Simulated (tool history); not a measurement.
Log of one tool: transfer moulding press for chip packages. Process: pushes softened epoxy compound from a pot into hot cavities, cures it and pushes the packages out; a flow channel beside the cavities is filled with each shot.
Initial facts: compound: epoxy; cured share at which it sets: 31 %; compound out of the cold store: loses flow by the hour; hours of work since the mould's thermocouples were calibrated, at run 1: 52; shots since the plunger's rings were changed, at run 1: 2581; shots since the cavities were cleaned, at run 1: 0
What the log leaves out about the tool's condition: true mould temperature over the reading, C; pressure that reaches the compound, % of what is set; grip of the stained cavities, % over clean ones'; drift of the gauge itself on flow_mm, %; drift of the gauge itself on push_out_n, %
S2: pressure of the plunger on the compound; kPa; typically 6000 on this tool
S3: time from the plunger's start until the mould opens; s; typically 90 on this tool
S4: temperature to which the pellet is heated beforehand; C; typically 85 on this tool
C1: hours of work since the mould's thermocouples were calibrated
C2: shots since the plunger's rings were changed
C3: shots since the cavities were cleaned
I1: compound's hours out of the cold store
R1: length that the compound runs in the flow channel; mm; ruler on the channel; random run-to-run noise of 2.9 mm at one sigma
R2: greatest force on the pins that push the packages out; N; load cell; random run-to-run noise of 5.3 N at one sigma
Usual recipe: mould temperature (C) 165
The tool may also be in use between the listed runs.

{"run": 1, "hour": 0.0, "mould temperature (C)": 165, "S2": 6000, "S3": 90, "S4": 85, "C1": 52, "C2": 2581, "C3": 0, "I1": 12, "R1": 966, "R2": 176}
{"hour": 7.3, "done": "plunger's sealing rings changed"}
{"run": 2, "hour": 12.5, "mould temperature (C)": 165, "S2": 6000, "S3": 90, "S4": 85, "C1": 60, "C2": 74, "C3": 141, "I1": 32, "R1": 845, "R2": 173}
{"run": 3, "hour": 21.3, "mould temperature (C)": 165, "S2": 6000, "S3": 96, "S4": 85, "C1": 67, "C2": 200, "C3": 267, "I1": 21.4, "R1": 904, "R2": 166}
{"run": 4, "hour": 28.4, "mould temperature (C)": 165, "S2": 6000, "S3": 90, "S4": 85, "C1": 73, "C2": 300, "C3": 367, "I1": 17.9, "R1": 924, "R2": 177}
{"run": 5, "hour": 38.2, "mould temperature (C)": 165, "S2": 6000, "S3": 90, "S4": 85, "C1": 81, "C2": 439, "C3": 506, "I1": 27.4, "R1": 873, "R2": 175}
{"run": 6, "hour": 46.7, "mould temperature (C)": 165, "S2": 6000, "S3": 97, "S4": 85, "C1": 87, "C2": 559, "C3": 626, "I1": 46.5, "R1": 765, "R2": 169}
{"run": 7, "hour": 56.6, "mould temperature (C)": 165, "S2": 6000, "S3": 90, "S4": 85, "C1": 95, "C2": 699, "C3": 766, "I1": 20, "R1": 914, "R2": 180}
{"run": 8, "hour": 63.3, "mould temperature (C)": 165, "S2": 6000, "S3": 90, "S4": 85, "C1": 101, "C2": 794, "C3": 861, "I1": 28.2, "R1": 864, "R2": 183}
{"hour": 66.9, "done": "cavities cleaned with cleaning compound and waxed"}
{"run": 9, "hour": 74.6, "mould temperature (C)": 165, "S2": 6000, "S3": 90, "S4": 85, "C1": 109, "C2": 933, "C3": 109, "I1": 8.9, "R1": 990, "R2": 186}
{"run": 10, "hour": 80.5, "mould temperature (C)": 165, "S2": 6000, "S3": 90, "S4": 87, "C1": 113, "C2": 1017, "C3": 193, "I1": 14.2, "R1": 954, "R2": 171}
{"run": 11, "hour": 87.9, "mould temperature (C)": 165, "S2": 6000, "S3": 90, "S4": 87, "C1": 119, "C2": 1123, "C3": 299, "I1": 37.1, "R1": 813, "R2": 174}
{"run": 12, "hour": 92.5, "mould temperature (C)": 165, "S2": 6000, "S3": 90, "S4": 85, "C1": 123, "C2": 1187, "C3": 363, "I1": 25.8, "R1": 880, "R2": 169}
{"run": 13, "hour": 101.8, "mould temperature (C)": 165, "S2": 6000, "S3": 90, "S4": 85, "C1": 130, "C2": 1320, "C3": 496, "I1": 35.5, "R1": 825, "R2": 176}
{"run": 14, "hour": 109.0, "mould temperature (C)": 165, "S2": 6000, "S3": 90, "S4": 85, "C1": 136, "C2": 1422, "C3": 598, "I1": 16.9, "R1": 933, "R2": 182}
{"run": 15, "hour": 114.0, "mould temperature (C)": 165, "S2": 6000, "S3": 90, "S4": 85, "C1": 140, "C2": 1493, "C3": 669, "I1": 29.4, "R1": 859, "R2": 177}
{"run": 16, "hour": 118.5, "mould temperature (C)": 164, "S2": 6360, "S3": 90, "S4": 85, "C1": 144, "C2": 1556, "C3": 732, "I1": 21.9, "R1": 931, "R2": 188}
{"run": 17, "hour": 127.5, "mould temperature (C)": 162, "S2": 6460, "S3": 71, "S4": 78, "C1": 151, "C2": 1683, "C3": 859, "I1": 13, "R1": 1015, "R2": 343}
{"hour": 131.1, "done": "cavities cleaned with cleaning compound and waxed"}
{"run": 18, "hour": 135.7, "mould temperature (C)": 162, "S2": 6460, "S3": 71, "S4": 78, "C1": 156, "C2": 1778, "C3": 64, "I1": 39.1, "R1": 847, "R2": 300}
{"run": 19, "hour": 142.5, "mould temperature (C)": 165, "S2": 5600, "S3": 90, "S4": 85, "C1": 162, "C2": 1875, "C3": 161, "I1": 33.8, "R1": 805, "R2": 175}
{"run": 20, "hour": 148.7, "mould temperature (C)": 161, "S2": 4520, "S3": 126, "S4": 83, "C1": 166, "C2": 1962, "C3": 248, "I1": 42, "R1": 693, "R2": 166}
{"run": 21, "hour": 157.8, "mould temperature (C)": 161, "S2": 4520, "S3": 126, "S4": 83, "C1": 174, "C2": 2091, "C3": 377, "I1": 17.3, "R1": 825, "R2": 162}
{"run": 22, "hour": 163.9, "mould temperature (C)": 165, "S2": 5730, "S3": 128, "S4": 85, "C1": 179, "C2": 2178, "C3": 464, "I1": 19.2, "R1": 898, "R2": 154}
{"run": 23, "hour": 168.7, "mould temperature (C)": 165, "S2": 6000, "S3": 93, "S4": 85, "C1": 182, "C2": 2246, "C3": 532, "I1": 10.7, "R1": 976, "R2": 177}
{"run": 24, "hour": 174.3, "mould temperature (C)": 165, "S2": 6000, "S3": 93, "S4": 85, "C1": 187, "C2": 2326, "C3": 612, "I1": 28.9, "R1": 862, "R2": 164}
{"run": 25, "hour": 182.3, "mould temperature (C)": 165, "S2": 6000, "S3": 71, "S4": 89, "C1": 193, "C2": 2439, "C3": 725, "I1": 19.9, "R1": 913, "R2": 232}
{"run": 26, "hour": 188.2, "mould temperature (C)": 165, "S2": 6000, "S3": 71, "S4": 89, "C1": 198, "C2": 2523, "C3": 809, "I1": 24.5, "R1": 885, "R2": 244}
{"run": 27, "hour": 193.3, "mould temperature (C)": 166, "S2": 5630, "S3": 71, "S4": 88, "C1": 202, "C2": 2595, "C3": 881, "I1": 33.1, "R1": 805, "R2": 232}
{"hour": 196.0, "done": "cavities cleaned with cleaning compound and waxed"}
{"hour": 201.3, "done": "plunger's sealing rings changed"}
{"run": 28, "hour": 206.7, "mould temperature (C)": 166, "S2": 7200, "S3": 127, "S4": 88, "C1": 210, "C2": 76, "C3": 116, "I1": 10.9, "R1": 1070, "R2": 157}
{"run": 29, "hour": 215.3, "mould temperature (C)": 165, "S2": 5000, "S3": 84, "S4": 85, "C1": 217, "C2": 199, "C3": 239, "I1": 20.2, "R1": 836, "R2": 189}

Alternative continuations, all from the tool just after run 29; predict every row:
{"run": "A", "hour": 220.5, "mould temperature (C)": 169, "S2": 6000, "S3": 81, "S4": 80, "C1": 221, "C2": 272, "C3": 312, "I1": 17.3, "R1": "?", "R2": "?"}
{"run": "B", "hour": 220.5, "mould temperature (C)": 173, "S2": 6000, "S3": 90, "S4": 85, "C1": 221, "C2": 272, "C3": 312, "I1": 10.9, "R1": "?", "R2": "?"}
{"run": "C", "hour": 220.5, "mould temperature (C)": 159, "S2": 4560, "S3": 84, "S4": 75, "C1": 221, "C2": 272, "C3": 312, "I1": 42.5, "R1": "?", "R2": "?"}
{"run": "D", "hour": 220.5, "mould temperature (C)": 165, "S2": 5000, "S3": 84, "S4": 80, "C1": 221, "C2": 272, "C3": 312, "I1": 29.8, "R1": "?", "R2": "?"}

run=A R1=919 R2=180
run=B R1=950 R2=152
run=C R1=704 R2=248
run=D R1=782 R2=195
With the hidden condition removed and each run's random variation left untouched, the same runs would have given:
run=A R1=919 R2=178
run=B R1=951 R2=150
run=C R1=704 R2=245
run=D R1=782 R2=193

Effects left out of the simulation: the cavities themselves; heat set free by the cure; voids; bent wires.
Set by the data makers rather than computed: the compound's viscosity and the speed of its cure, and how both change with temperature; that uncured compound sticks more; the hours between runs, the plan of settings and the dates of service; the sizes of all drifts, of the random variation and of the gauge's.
